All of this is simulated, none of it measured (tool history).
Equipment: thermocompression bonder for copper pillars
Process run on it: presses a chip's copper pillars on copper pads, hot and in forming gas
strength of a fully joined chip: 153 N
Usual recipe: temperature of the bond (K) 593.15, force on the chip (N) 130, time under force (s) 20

run   hour  temperature of the bond (K)  force on the chip (N)  time under force (s)  force that shears a chip off (N)
  1      0                       593.15                    130                    20                              67.9
      22.2  -- forming gas filter changed
  2   25.5                       593.15                    130                    20                              67.1
  3   54.2                       593.15                    130                    20                              67.2
  4   78.9                       593.15                    130                    20                              67.4
  5   98.6                       593.15                     79                    20                              45.6
  6    119                       593.15                     79                    20                              46.1
  7  143.3                       593.15                     79                    20                              46.9
  8  157.5                       593.15                    130                    20                              67.5
  9  178.2                       593.15                    130                    20                              68.6
 10  201.9                       593.15                    130                    20                              67.7
 11  215.3                       593.15                    130                    20                              67.7
 12  236.5                       593.15                    130                    20                                67
 13  251.7                       593.15                    130                    20                              66.8
     259.3  -- heater calibrated with a thermocouple chip
 14  266.8                       611.15                    130                    20                              77.7
 15  281.5                       611.15                    130                    20                              76.9
 16  302.3                       611.15                    130                    20                              76.6
 17  315.2                       593.15                    175                    20                              82.8
 18  337.7                       612.15                    175                    20                              93.7
 19  358.7                       612.15                    175                    42                             113.7
 20  386.6                       612.15                    175                    42                             114.2
 21    403                       612.15                     79                    42                              72.3
     423.3  -- forming gas filter changed
 22  430.6                       612.15                     79                    42                              72.9
 23  447.2                       612.15                     79                    42                              72.6
 24  474.4                       593.15                     79                    42                              61.1
 25  493.5                       591.15                    102                    20                              55.6
 26  513.2                       598.15                    100                    28                                66
 27  540.8                       596.15                    191                    20                              88.4
 28  565.6                       596.15                    112                    40                              79.5
 29    586                       596.15                    112                    40                              79.2
 30  613.6                       596.15                    112                    40                              80.3
 31  637.7                       593.15                     92                    12                              41.7
 32  663.7                       574.15                     92                    38                              55.9
 33    689                       593.15                    104                    18                              55.1
 34  701.5                       593.15                    104                    18                              55.6
 35    726                       593.15                    104                    18                              54.5
 36  756.5                       593.15                    143                    20                                72
 37    782                       593.15                    143                    20                                72
 38  809.5                       593.15                    143                    20                              71.1
     820.6  -- forming gas filter changed
 39  823.4                       622.15                    137                    36                             102.9

Consider 4 possible next runs. They are alternatives, not a sequence: every one starts from the tool as it was left by run 39. What does each give?
  A  836.4                       563.15                    182                    20                                 ?
  B  836.4                       572.15                    147                    26                                 ?
  C  836.4                       579.15                     82                    10                                 ?
  D  836.4                       596.15                     81                    29                                 ?

run  force that shears a chip off (N)
  A                              65.7
  B                              67.6
  C                              30.4
  D                              55.8
Stripped of hidden state, with their random variation kept, the same runs would have yielded:
run  force that shears a chip off (N)
  A                              65.5
  B                              67.3
  C                              30.2
  D                              55.6

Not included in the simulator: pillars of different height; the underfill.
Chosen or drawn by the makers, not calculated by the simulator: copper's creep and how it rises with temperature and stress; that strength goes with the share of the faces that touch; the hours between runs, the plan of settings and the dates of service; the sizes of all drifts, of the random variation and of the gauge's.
